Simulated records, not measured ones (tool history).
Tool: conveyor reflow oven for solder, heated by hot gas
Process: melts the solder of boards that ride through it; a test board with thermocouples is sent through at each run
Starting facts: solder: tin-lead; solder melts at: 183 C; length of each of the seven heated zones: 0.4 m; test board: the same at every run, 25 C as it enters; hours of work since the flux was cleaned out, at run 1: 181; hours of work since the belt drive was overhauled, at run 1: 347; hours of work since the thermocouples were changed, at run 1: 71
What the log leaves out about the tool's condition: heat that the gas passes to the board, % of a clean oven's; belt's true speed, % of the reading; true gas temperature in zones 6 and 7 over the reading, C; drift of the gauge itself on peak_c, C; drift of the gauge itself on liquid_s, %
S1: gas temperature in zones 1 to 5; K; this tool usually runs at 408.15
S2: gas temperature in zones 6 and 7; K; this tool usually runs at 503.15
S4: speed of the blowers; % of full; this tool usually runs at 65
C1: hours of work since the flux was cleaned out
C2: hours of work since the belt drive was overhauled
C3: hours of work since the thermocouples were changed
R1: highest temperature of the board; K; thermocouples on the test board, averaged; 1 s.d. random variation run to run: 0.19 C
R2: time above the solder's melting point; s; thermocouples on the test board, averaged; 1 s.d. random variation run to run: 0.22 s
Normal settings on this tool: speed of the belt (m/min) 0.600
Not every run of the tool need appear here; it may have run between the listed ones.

{"run": 1, "day": 0.0, "S1": 408.15, "S2": 503.15, "speed of the belt (m/min)": 0.6, "S4": 65, "C1": 181, "C2": 347, "C3": 71, "R1": 481.45, "R2": 49.7}
{"day": 2.683, "done": "flux residue cleaned out of gas plates and filters"}
{"run": 2, "day": 2.767, "S1": 408.15, "S2": 503.15, "speed of the belt (m/min)": 0.521, "S4": 65, "C1": 1, "C2": 393, "C3": 116, "R1": 486.45, "R2": 64.6}
{"run": 3, "day": 5.667, "S1": 421.15, "S2": 503.15, "speed of the belt (m/min)": 0.6, "S4": 65, "C1": 53, "C2": 445, "C3": 168, "R1": 484.45, "R2": 58.1}
{"run": 4, "day": 7.742, "S1": 408.15, "S2": 503.15, "speed of the belt (m/min)": 0.6, "S4": 65, "C1": 90, "C2": 482, "C3": 205, "R1": 481.85, "R2": 49.8}
{"run": 5, "day": 9.967, "S1": 395.15, "S2": 503.15, "speed of the belt (m/min)": 0.6, "S4": 65, "C1": 130, "C2": 522, "C3": 245, "R1": 478.75, "R2": 41.6}
{"run": 6, "day": 12.35, "S1": 395.15, "S2": 503.15, "speed of the belt (m/min)": 0.6, "S4": 65, "C1": 173, "C2": 564, "C3": 287, "R1": 478.15, "R2": 42.1}
{"day": 15.45, "done": "flux residue cleaned out of gas plates and filters"}
{"run": 7, "day": 16.333, "S1": 395.15, "S2": 503.15, "speed of the belt (m/min)": 0.6, "S4": 65, "C1": 16, "C2": 631, "C3": 355, "R1": 478.55, "R2": 42.5}
{"run": 8, "day": 18.208, "S1": 395.15, "S2": 503.15, "speed of the belt (m/min)": 0.6, "S4": 65, "C1": 49, "C2": 665, "C3": 388, "R1": 478.65, "R2": 42.4}
{"run": 9, "day": 20.125, "S1": 395.15, "S2": 503.15, "speed of the belt (m/min)": 0.6, "S4": 65, "C1": 83, "C2": 699, "C3": 423, "R1": 478.55, "R2": 42.0}
{"run": 10, "day": 22.362, "S1": 395.15, "S2": 503.15, "speed of the belt (m/min)": 0.6, "S4": 65, "C1": 123, "C2": 739, "C3": 463, "R1": 478.15, "R2": 42.1}
{"run": 11, "day": 24.621, "S1": 393.15, "S2": 496.15, "speed of the belt (m/min)": 0.6, "S4": 65, "C1": 164, "C2": 779, "C3": 503, "R1": 471.15, "R2": 32.4}
{"day": 28.142, "done": "flux residue cleaned out of gas plates and filters"}
{"run": 12, "day": 28.162, "S1": 393.15, "S2": 496.15, "speed of the belt (m/min)": 0.6, "S4": 65, "C1": 0, "C2": 839, "C3": 562, "R1": 471.85, "R2": 33.5}
{"run": 13, "day": 29.954, "S1": 408.15, "S2": 508.15, "speed of the belt (m/min)": 0.501, "S4": 58, "C1": 32, "C2": 871, "C3": 594, "R1": 489.55, "R2": 70.3}
{"run": 14, "day": 32.825, "S1": 408.15, "S2": 508.15, "speed of the belt (m/min)": 0.691, "S4": 57, "C1": 84, "C2": 922, "C3": 646, "R1": 477.05, "R2": 37.9}
{"run": 15, "day": 35.067, "S1": 416.15, "S2": 509.15, "speed of the belt (m/min)": 0.601, "S4": 57, "C1": 124, "C2": 962, "C3": 686, "R1": 485.25, "R2": 56.5}
{"run": 16, "day": 38.088, "S1": 420.15, "S2": 509.15, "speed of the belt (m/min)": 0.601, "S4": 57, "C1": 178, "C2": 1016, "C3": 740, "R1": 485.65, "R2": 59.0}
{"run": 17, "day": 39.762, "S1": 404.15, "S2": 508.15, "speed of the belt (m/min)": 0.62, "S4": 51, "C1": 207, "C2": 1046, "C3": 769, "R1": 478.25, "R2": 42.0}
{"day": 40.779, "done": "flux residue cleaned out of gas plates and filters"}
{"run": 18, "day": 42.125, "S1": 399.15, "S2": 497.15, "speed of the belt (m/min)": 0.677, "S4": 75, "C1": 24, "C2": 1084, "C3": 808, "R1": 470.85, "R2": 29.5}

Branching from run 18: 4 alternative next runs. What would each branch give?
{"run": "A", "day": 46.079, "S1": 402.15, "S2": 503.15, "speed of the belt (m/min)": 0.677, "S4": 75, "C1": 95, "C2": 1155, "C3": 878, "R1": "?", "R2": "?"}
{"run": "B", "day": 46.079, "S1": 399.15, "S2": 497.15, "speed of the belt (m/min)": 0.694, "S4": 55, "C1": 95, "C2": 1155, "C3": 878, "R1": "?", "R2": "?"}
{"run": "C", "day": 46.079, "S1": 421.15, "S2": 497.15, "speed of the belt (m/min)": 0.7, "S4": 73, "C1": 95, "C2": 1155, "C3": 878, "R1": "?", "R2": "?"}
{"run": "D", "day": 46.079, "S1": 394.15, "S2": 494.15, "speed of the belt (m/min)": 0.55, "S4": 65, "C1": 95, "C2": 1155, "C3": 878, "R1": "?", "R2": "?"}

run=A R1=476.05 R2=36.8
run=B R1=464.85 R2=17.5
run=C R1=474.75 R2=39.8
run=D R1=472.35 R2=38.4
With the hidden condition removed and each run's random variation left untouched, the same runs would have given:
run=A R1=479.25 R2=39.6
run=B R1=467.75 R2=21.7
run=C R1=477.85 R2=42.7
run=D R1=475.65 R2=42.6

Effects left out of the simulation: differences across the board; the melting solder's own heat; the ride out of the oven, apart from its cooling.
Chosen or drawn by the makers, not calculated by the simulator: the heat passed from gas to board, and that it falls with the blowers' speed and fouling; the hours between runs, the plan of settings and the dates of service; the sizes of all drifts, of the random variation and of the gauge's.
